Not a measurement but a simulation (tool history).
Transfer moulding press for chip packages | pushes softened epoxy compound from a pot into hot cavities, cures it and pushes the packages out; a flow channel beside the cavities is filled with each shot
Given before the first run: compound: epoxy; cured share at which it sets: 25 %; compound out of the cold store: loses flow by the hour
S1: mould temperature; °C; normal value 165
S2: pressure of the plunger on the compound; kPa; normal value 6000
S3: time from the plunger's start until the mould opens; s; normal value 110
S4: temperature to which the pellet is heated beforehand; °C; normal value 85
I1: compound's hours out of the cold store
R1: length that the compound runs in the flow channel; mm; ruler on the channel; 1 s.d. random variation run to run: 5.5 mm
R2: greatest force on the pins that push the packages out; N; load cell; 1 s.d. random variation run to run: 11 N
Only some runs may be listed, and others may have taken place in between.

Run 1, hour 0: usual settings; I1 20.3. Result: R1 566 mm, R2 513 N.
Run 2, hour 33: usual settings but S2 4580 kPa; I1 45.1. Result: R1 467 mm, R2 575 N.
Run 3, hour 55: usual settings but S3 104 s; I1 44.9. Result: R1 525 mm, R2 680 N.
Run 4, hour 86.9: usual settings but S3 104 s; I1 34.2. Result: R1 544 mm, R2 590 N.
Run 5, hour 102.5: usual settings but S3 104 s; I1 16.4. Result: R1 567 mm, R2 637 N.
Run 6, hour 136.1: usual settings but S3 104 s; I1 17.3. Result: R1 571 mm, R2 713 N.
Run 7, hour 160.7: usual settings but S3 104 s; I1 12.2. Result: R1 559 mm, R2 587 N.
Run 8, hour 183.4: usual settings but S2 4700 kPa; I1 47. Result: R1 461 mm, R2 538 N.
Run 9, hour 197.1: usual settings but S2 4700 kPa; I1 41.9. Result: R1 462 mm, R2 599 N.
Run 10, hour 210.9: usual settings but S2 4700 kPa; I1 35.7. Result: R1 474 mm, R2 610 N.
Run 11, hour 246.5: usual settings but S2 4700 kPa; I1 21.1. Result: R1 479 mm, R2 554 N.
Run 12, hour 275.1: usual settings but S2 4700 kPa, S3 119 s; I1 28.9. Result: R1 471 mm, R2 521 N.
Run 13, hour 294.4: usual settings but S2 4700 kPa, S3 119 s, S4 75 °C; I1 10.7. Result: R1 501 mm, R2 551 N.
Run 14, hour 321.1: usual settings but S1 171 °C; I1 13.1. Result: R1 542 mm, R2 428 N.
Run 15, hour 339.7: usual settings but S2 6400 kPa; I1 33.3. Result: R1 542 mm, R2 559 N.
Run 16, hour 356.5: usual settings but S1 159 °C, S2 5450 kPa, S3 120 s; I1 47.9. Result: R1 481 mm, R2 727 N.
Run 17, hour 383.6: usual settings but S1 163 °C, S2 5330 kPa, S3 134 s, S4 87 °C; I1 41.9. Result: R1 477 mm, R2 419 N.
Run 18, hour 414.6: usual settings but S1 163 °C, S2 5330 kPa, S3 134 s, S4 87 °C; I1 44.3. Result: R1 478 mm, R2 453 N.
Run 19, hour 450.3: usual settings but S1 163 °C, S2 5330 kPa, S3 134 s, S4 87 °C; I1 46.6. Result: R1 515 mm, R2 499 N.
Run 20, hour 482.6: usual settings but S1 163 °C, S2 5330 kPa, S3 134 s, S4 87 °C; I1 26.3. Result: R1 540 mm, R2 487 N.
Run 21, hour 507.9: usual settings but S1 163 °C, S2 5330 kPa, S3 134 s, S4 87 °C; I1 8.4. Result: R1 567 mm, R2 494 N.
Run 22, hour 538.9: usual settings but S1 163 °C, S2 5330 kPa, S3 134 s, S4 87 °C; I1 17.4. Result: R1 563 mm, R2 427 N.
Run 23, hour 565.8: usual settings but S1 161 °C, S2 7200 kPa, S3 122 s; I1 45.1. Result: R1 605 mm, R2 602 N.
Run 24, hour 589.2: usual settings but S1 170 °C, S2 6920 kPa, S4 90 °C; I1 31.5. Result: R1 587 mm, R2 481 N.
Run 25, hour 618: usual settings but S1 170 °C, S2 6920 kPa, S4 90 °C; I1 16.4. Result: R1 611 mm, R2 404 N.
Run 26, hour 645.3: usual settings but S3 103 s; I1 26.4. Result: R1 562 mm, R2 685 N.
Run 27, hour 670.9: usual settings but S1 159 °C, S2 7300 kPa, S3 111 s, S4 89 °C; I1 22.5. Result: R1 640 mm, R2 944 N.

Put back what was entered between runs (10 entries, withheld): which listed runs does each sit between, and how does the hidden state differ from the listed run before to the listed run after?
In the gap between runs 3 and 4: cavities cleaned with cleaning compound and waxed (hour 75.5)
  true mould temperature over the reading, C: 0.83 -> 0.85; pressure that reaches the compound, % of what is set: 92.68 -> 91.74; grip of the stained cavities, % over clean ones': 23.6 -> 7.5
  measured minus no-state result, R1: -23 -> -26 mm; R2: +98 -> +7 N
In the gap between runs 6 and 7: cavities cleaned with cleaning compound and waxed (hour 150.8)
  true mould temperature over the reading, C: 0.89 -> 0.91; pressure that reaches the compound, % of what is set: 90.23 -> 89.53; grip of the stained cavities, % over clean ones': 23.2 -> 4.8
  measured minus no-state result, R1: -33 -> -35 mm; R2: +97 -> -12 N
In the gap between runs 10 and 11: cavities cleaned with cleaning compound and waxed (hour 226.2)
  true mould temperature over the reading, C: 0.95 -> 0.98; pressure that reaches the compound, % of what is set: 87.84 -> 86.73; grip of the stained cavities, % over clean ones': 21.8 -> 9.5
  measured minus no-state result, R1: -34 -> -38 mm; R2: +79 -> +14 N
In the gap between runs 13 and 14: cavities cleaned with cleaning compound and waxed (hour 302.4)
  true mould temperature over the reading, C: 1.02 -> 1.04; pressure that reaches the compound, % of what is set: 85.19 -> 84.43; grip of the stained cavities, % over clean ones': 24.2 -> 10.4
  measured minus no-state result, R1: -45 -> -50 mm; R2: +81 -> +28 N
In the gap between runs 16 and 17: cavities cleaned with cleaning compound and waxed (hour 378.8)
  true mould temperature over the reading, C: 1.07 -> 1.09; pressure that reaches the compound, % of what is set: 83.33 -> 82.52; grip of the stained cavities, % over clean ones': 21.6 -> 3.9
  measured minus no-state result, R1: -49 -> -50 mm; R2: +80 -> -1 N
In the gap between runs 17 and 18: mould's thermocouples calibrated (hour 398.2)
  true mould temperature over the reading, C: 1.09 -> 0.09; pressure that reaches the compound, % of what is set: 82.52 -> 81.62; grip of the stained cavities, % over clean ones': 3.9 -> 15.3
  measured minus no-state result, R1: -50 -> -51 mm; R2: -1 -> +60 N
In the gap between runs 18 and 19: plunger's sealing rings changed (hour 420.5)
  true mould temperature over the reading, C: 0.09 -> 0.11; pressure that reaches the compound, % of what is set: 81.62 -> 98.68; grip of the stained cavities, % over clean ones': 15.3 -> 24.4
  measured minus no-state result, R1: -51 -> -4 mm; R2: +60 -> +95 N
In the gap between runs 19 and 20: cavities cleaned with cleaning compound and waxed (hour 458.2)
  true mould temperature over the reading, C: 0.11 -> 0.14; pressure that reaches the compound, % of what is set: 98.68 -> 97.67; grip of the stained cavities, % over clean ones': 24.4 -> 11.1
  measured minus no-state result, R1: -4 -> -7 mm; R2: +95 -> +46 N
In the gap between runs 21 and 22: cavities cleaned with cleaning compound and waxed (hour 532.7)
  true mould temperature over the reading, C: 0.16 -> 0.19; pressure that reaches the compound, % of what is set: 96.9 -> 95.93; grip of the stained cavities, % over clean ones': 19.1 -> 2.9
  measured minus no-state result, R1: -10 -> -12 mm; R2: +76 -> +8 N
In the gap between runs 24 and 25: cavities cleaned with cleaning compound and waxed (hour 609.6)
  true mould temperature over the reading, C: 0.22 -> 0.25; pressure that reaches the compound, % of what is set: 94.36 -> 93.51; grip of the stained cavities, % over clean ones': 19.9 -> 4.3
  measured minus no-state result, R1: -17 -> -22 mm; R2: +76 -> +13 N
